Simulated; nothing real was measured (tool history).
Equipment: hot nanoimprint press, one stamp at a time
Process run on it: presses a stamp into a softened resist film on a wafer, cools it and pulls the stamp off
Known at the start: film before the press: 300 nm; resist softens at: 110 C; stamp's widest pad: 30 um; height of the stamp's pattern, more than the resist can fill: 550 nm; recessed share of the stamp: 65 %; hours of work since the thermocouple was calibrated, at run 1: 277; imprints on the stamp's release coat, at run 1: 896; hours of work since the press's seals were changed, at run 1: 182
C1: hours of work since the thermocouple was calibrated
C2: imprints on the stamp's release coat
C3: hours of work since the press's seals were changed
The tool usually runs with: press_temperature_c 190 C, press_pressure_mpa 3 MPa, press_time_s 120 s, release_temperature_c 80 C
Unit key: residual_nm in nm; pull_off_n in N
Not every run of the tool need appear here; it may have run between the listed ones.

Run 1, hour 0: usual settings; C1 277; C2 896; C3 182. Result: residual_nm 155.5 nm, pull_off_n 231 N.
Run 2, hour 50.2: usual settings; C1 316; C2 1088; C3 221. Result: residual_nm 157.2 nm, pull_off_n 236 N.
Run 3, hour 124.4: usual settings; C1 373; C2 1371; C3 278. Result: residual_nm 158.2 nm, pull_off_n 244 N.
Run 4, hour 181.9: usual settings; C1 418; C2 1590; C3 323. Result: residual_nm 159.6 nm, pull_off_n 252 N.
Run 5, hour 251.5: usual settings; C1 472; C2 1855; C3 377. Result: residual_nm 159.9 nm, pull_off_n 256 N.
At hour 326.4: stamp cleaned and given a new release coat.
Run 6, hour 340.3: usual settings; C1 536; C2 53; C3 441. Result: residual_nm 162.2 nm, pull_off_n 211 N.
Run 7, hour 382.6: usual settings; C1 569; C2 214; C3 474. Result: residual_nm 161.5 nm, pull_off_n 216 N.
At hour 397.7: plate thermocouple calibrated.
Run 8, hour 441.5: usual settings; C1 34; C2 428; C3 517. Result: residual_nm 150.1 nm, pull_off_n 217 N.
Run 9, hour 493.8: usual settings; C1 74; C2 627; C3 558. Result: residual_nm 152.3 nm, pull_off_n 213 N.
Run 10, hour 552.1: usual settings; C1 120; C2 850; C3 603. Result: residual_nm 155 nm, pull_off_n 227 N.
Run 11, hour 638.9: usual settings but press_temperature_c 187 C; C1 187; C2 1180; C3 670. Result: residual_nm 172.8 nm, pull_off_n 234 N.
Run 12, hour 676.6: usual settings but press_temperature_c 187 C; C1 216; C2 1324; C3 699. Result: residual_nm 172.9 nm, pull_off_n 242 N.
Run 13, hour 733.3: usual settings; C1 260; C2 1540; C3 743. Result: residual_nm 157.1 nm, pull_off_n 243 N.
Run 14, hour 809.4: usual settings; C1 319; C2 1831; C3 802. Result: residual_nm 158.9 nm, pull_off_n 258 N.
Run 15, hour 872.2: usual settings but press_time_s 237 s; C1 368; C2 2070; C3 851. Result: residual_nm 124.6 nm, pull_off_n 252 N.
At hour 890.5: stamp cleaned and given a new release coat.
Run 16, hour 945.4: usual settings but press_pressure_mpa 2.26 MPa, press_time_s 76 s; C1 420; C2 210; C3 903. Result: residual_nm 202.3 nm, pull_off_n 215 N.
Run 17, hour 1026.2: usual settings but press_temperature_c 198 C, press_time_s 94 s; C1 482; C2 518; C3 966. Result: residual_nm 131.9 nm, pull_off_n 229 N.
Run 18, hour 1068.5: usual settings but press_temperature_c 198 C, press_time_s 94 s; C1 515; C2 679; C3 999. Result: residual_nm 132.6 nm, pull_off_n 231 N.
Run 19, hour 1107.6: usual settings but press_pressure_mpa 2.01 MPa, press_time_s 189 s, release_temperature_c 81 C; C1 546; C2 828; C3 1029. Result: residual_nm 164.1 nm, pull_off_n 217 N.
At hour 1155.9: plate thermocouple calibrated.
Run 20, hour 1164.2: usual settings but press_pressure_mpa 3.12 MPa, release_temperature_c 82 C; C1 6; C2 1033; C3 1070. Result: residual_nm 152.6 nm, pull_off_n 215 N.
Run 21, hour 1251.9: usual settings but press_pressure_mpa 3.12 MPa, release_temperature_c 82 C; C1 74; C2 1367; C3 1138. Result: residual_nm 153.5 nm, pull_off_n 230 N.
Run 22, hour 1337.6: usual settings but press_temperature_c 200 C, press_pressure_mpa 4.23 MPa, press_time_s 217 s, release_temperature_c 88 C; C1 141; C2 1694; C3 1205. Result: residual_nm 74.2 nm, pull_off_n 196 N.
Run 23, hour 1380: usual settings but press_temperature_c 200 C, press_pressure_mpa 2.61 MPa, press_time_s 217 s, release_temperature_c 88 C; C1 174; C2 1856; C3 1238. Result: residual_nm 93.9 nm, pull_off_n 205 N.
Run 24, hour 1434.3: usual settings but press_temperature_c 189 C, press_pressure_mpa 2.61 MPa, press_time_s 178 s; C1 216; C2 2063; C3 1280. Result: residual_nm 152.9 nm, pull_off_n 261 N.
At hour 1454.2: stamp cleaned and given a new release coat.
Run 25, hour 1476.5: usual settings but press_temperature_c 189 C, press_pressure_mpa 2.61 MPa, press_time_s 187 s; C1 244; C2 85; C3 1308. Result: residual_nm 150 nm, pull_off_n 216 N.
At hour 1548.6: press's hydraulic seals changed and the load cell set to zero.
Run 26, hour 1548.6: usual settings but press_pressure_mpa 3.77 MPa, release_temperature_c 81 C; C1 294; C2 329; C3 0. Result: residual_nm 140.3 nm, pull_off_n 217 N.
Run 27, hour 1630.8: usual settings but press_pressure_mpa 3.77 MPa, release_temperature_c 81 C; C1 357; C2 643; C3 64. Result: residual_nm 139.3 nm, pull_off_n 222 N.
Run 28, hour 1702.9: usual settings but press_temperature_c 188 C, press_pressure_mpa 4.15 MPa; C1 413; C2 918; C3 120. Result: residual_nm 146.4 nm, pull_off_n 233 N.
Run 29, hour 1771.9: usual settings but press_temperature_c 188 C, press_pressure_mpa 2.96 MPa, press_time_s 123 s; C1 467; C2 1181; C3 173. Result: residual_nm 169.9 nm, pull_off_n 239 N.

Branching from run 29: 4 alternative next runs. What would each branch give?
Run A, hour 1836.1: usual settings but press_temperature_c 186 C, press_pressure_mpa 2.39 MPa, release_temperature_c 69 C; C1 516; C2 1426; C3 223. Result: residual_nm ?, pull_off_n ?.
Run B, hour 1836.1: usual settings but press_temperature_c 183 C, press_pressure_mpa 3.58 MPa; C1 516; C2 1426; C3 223. Result: residual_nm ?, pull_off_n ?.
Run C, hour 1836.1: usual settings but press_temperature_c 198 C, press_pressure_mpa 2.96 MPa, press_time_s 203 s, release_temperature_c 87 C; C1 516; C2 1426; C3 223. Result: residual_nm ?, pull_off_n ?.
Run D, hour 1836.1: usual settings but press_temperature_c 188 C, press_pressure_mpa 3.64 MPa, press_time_s 141 s; C1 516; C2 1426; C3 223. Result: residual_nm ?, pull_off_n ?.

run  residual_nm  pull_off_n
  A          197         318
  B        188.8         256
  C         96.9         204
  D        149.7         246
What these runs would have given with no unlogged condition in the tool:
run  residual_nm  pull_off_n
  A        185.7         262
  B        176.4         209
  C         89.9         165
  D        138.7         201
